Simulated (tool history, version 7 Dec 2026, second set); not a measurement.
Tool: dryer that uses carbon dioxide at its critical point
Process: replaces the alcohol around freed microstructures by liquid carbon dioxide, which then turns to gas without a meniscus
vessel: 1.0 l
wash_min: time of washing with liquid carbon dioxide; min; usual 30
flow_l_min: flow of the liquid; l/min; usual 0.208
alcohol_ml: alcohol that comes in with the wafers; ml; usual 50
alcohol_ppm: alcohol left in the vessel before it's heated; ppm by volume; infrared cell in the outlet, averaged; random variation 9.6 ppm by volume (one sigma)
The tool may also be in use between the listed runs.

{"run": 1, "hour": 0.0, "wash_min": 30, "flow_l_min": 0.208, "alcohol_ml": 50, "alcohol_ppm": 587}
{"run": 2, "hour": 6.8, "wash_min": 30, "flow_l_min": 0.208, "alcohol_ml": 50, "alcohol_ppm": 607}
{"run": 3, "hour": 15.1, "wash_min": 30, "flow_l_min": 0.208, "alcohol_ml": 86, "alcohol_ppm": 1067}
{"run": 4, "hour": 27.6, "wash_min": 30, "flow_l_min": 0.208, "alcohol_ml": 86, "alcohol_ppm": 1019}
{"run": 5, "hour": 37.1, "wash_min": 19, "flow_l_min": 0.208, "alcohol_ml": 86, "alcohol_ppm": 5245}
{"run": 6, "hour": 47.5, "wash_min": 30, "flow_l_min": 0.208, "alcohol_ml": 36, "alcohol_ppm": 454}
{"run": 7, "hour": 56.3, "wash_min": 30, "flow_l_min": 0.208, "alcohol_ml": 36, "alcohol_ppm": 454}
{"run": 8, "hour": 62.5, "wash_min": 30, "flow_l_min": 0.208, "alcohol_ml": 36, "alcohol_ppm": 455}
{"run": 9, "hour": 71.7, "wash_min": 30, "flow_l_min": 0.208, "alcohol_ml": 36, "alcohol_ppm": 466}
{"run": 10, "hour": 80.6, "wash_min": 40, "flow_l_min": 0.208, "alcohol_ml": 50, "alcohol_ppm": 166}
{"run": 11, "hour": 86.1, "wash_min": 30, "flow_l_min": 0.304, "alcohol_ml": 50, "alcohol_ppm": 91}
{"run": 12, "hour": 95.0, "wash_min": 30, "flow_l_min": 0.304, "alcohol_ml": 50, "alcohol_ppm": 92}
{"run": 13, "hour": 101.0, "wash_min": 30, "flow_l_min": 0.304, "alcohol_ml": 50, "alcohol_ppm": 97}
{"run": 14, "hour": 111.6, "wash_min": 30, "flow_l_min": 0.304, "alcohol_ml": 50, "alcohol_ppm": 90}
{"run": 15, "hour": 119.3, "wash_min": 30, "flow_l_min": 0.304, "alcohol_ml": 50, "alcohol_ppm": 98}
{"run": 16, "hour": 125.4, "wash_min": 30, "flow_l_min": 0.208, "alcohol_ml": 50, "alcohol_ppm": 665}
{"run": 17, "hour": 133.2, "wash_min": 38, "flow_l_min": 0.208, "alcohol_ml": 50, "alcohol_ppm": 219}
{"run": 18, "hour": 143.0, "wash_min": 38, "flow_l_min": 0.208, "alcohol_ml": 50, "alcohol_ppm": 221}
{"run": 19, "hour": 152.8, "wash_min": 38, "flow_l_min": 0.208, "alcohol_ml": 50, "alcohol_ppm": 226}
{"run": 20, "hour": 163.0, "wash_min": 38, "flow_l_min": 0.208, "alcohol_ml": 50, "alcohol_ppm": 233}
{"run": 21, "hour": 173.3, "wash_min": 38, "flow_l_min": 0.208, "alcohol_ml": 50, "alcohol_ppm": 236}
{"run": 22, "hour": 184.6, "wash_min": 30, "flow_l_min": 0.208, "alcohol_ml": 67, "alcohol_ppm": 897}
{"run": 23, "hour": 194.9, "wash_min": 42, "flow_l_min": 0.208, "alcohol_ml": 62, "alcohol_ppm": 168}
{"run": 24, "hour": 203.4, "wash_min": 31, "flow_l_min": 0.162, "alcohol_ml": 24, "alcohol_ppm": 809}
{"run": 25, "hour": 213.4, "wash_min": 31, "flow_l_min": 0.162, "alcohol_ml": 24, "alcohol_ppm": 799}
{"run": 26, "hour": 224.0, "wash_min": 31, "flow_l_min": 0.228, "alcohol_ml": 24, "alcohol_ppm": 205}
{"run": 27, "hour": 232.1, "wash_min": 43, "flow_l_min": 0.299, "alcohol_ml": 50, "alcohol_ppm": 44}
{"run": 28, "hour": 239.7, "wash_min": 43, "flow_l_min": 0.299, "alcohol_ml": 50, "alcohol_ppm": 34}
{"run": 29, "hour": 247.7, "wash_min": 30, "flow_l_min": 0.142, "alcohol_ml": 112, "alcohol_ppm": 6372}
{"run": 30, "hour": 255.0, "wash_min": 26, "flow_l_min": 0.159, "alcohol_ml": 50, "alcohol_ppm": 3082}
{"run": 31, "hour": 261.2, "wash_min": 26, "flow_l_min": 0.132, "alcohol_ml": 114, "alcohol_ppm": 11329}
{"run": 32, "hour": 273.3, "wash_min": 26, "flow_l_min": 0.132, "alcohol_ml": 114, "alcohol_ppm": 11469}
{"run": 33, "hour": 286.0, "wash_min": 26, "flow_l_min": 0.209, "alcohol_ml": 34, "alcohol_ppm": 869}
{"run": 34, "hour": 292.8, "wash_min": 26, "flow_l_min": 0.353, "alcohol_ml": 34, "alcohol_ppm": 84}
{"run": 35, "hour": 304.4, "wash_min": 37, "flow_l_min": 0.15, "alcohol_ml": 45, "alcohol_ppm": 1082}
{"run": 36, "hour": 315.7, "wash_min": 39, "flow_l_min": 0.252, "alcohol_ml": 35, "alcohol_ppm": 67}
{"run": 37, "hour": 325.6, "wash_min": 39, "flow_l_min": 0.252, "alcohol_ml": 74, "alcohol_ppm": 119}
{"run": 38, "hour": 336.8, "wash_min": 43, "flow_l_min": 0.297, "alcohol_ml": 25, "alcohol_ppm": 43}
{"run": 39, "hour": 346.6, "wash_min": 43, "flow_l_min": 0.297, "alcohol_ml": 25, "alcohol_ppm": 43}
{"run": 40, "hour": 356.9, "wash_min": 37, "flow_l_min": 0.196, "alcohol_ml": 42, "alcohol_ppm": 352}
{"run": 41, "hour": 363.2, "wash_min": 30, "flow_l_min": 0.208, "alcohol_ml": 21, "alcohol_ppm": 348}
{"run": 42, "hour": 372.8, "wash_min": 34, "flow_l_min": 0.144, "alcohol_ml": 70, "alcohol_ppm": 2741}

Forecast each of these 3 alternatives for the next run:
{"run": "A", "hour": 382.2, "wash_min": 22, "flow_l_min": 0.208, "alcohol_ml": 50, "alcohol_ppm": "?"}
{"run": "B", "hour": 382.2, "wash_min": 30, "flow_l_min": 0.208, "alcohol_ml": 32, "alcohol_ppm": "?"}
{"run": "C", "hour": 382.2, "wash_min": 43, "flow_l_min": 0.28, "alcohol_ml": 93, "alcohol_ppm": "?"}

run=A alcohol_ppm=2288
run=B alcohol_ppm=540
run=C alcohol_ppm=69
Without the tool's hidden state the same runs would have given:
run=A alcohol_ppm=1785
run=B alcohol_ppm=373
run=C alcohol_ppm=26

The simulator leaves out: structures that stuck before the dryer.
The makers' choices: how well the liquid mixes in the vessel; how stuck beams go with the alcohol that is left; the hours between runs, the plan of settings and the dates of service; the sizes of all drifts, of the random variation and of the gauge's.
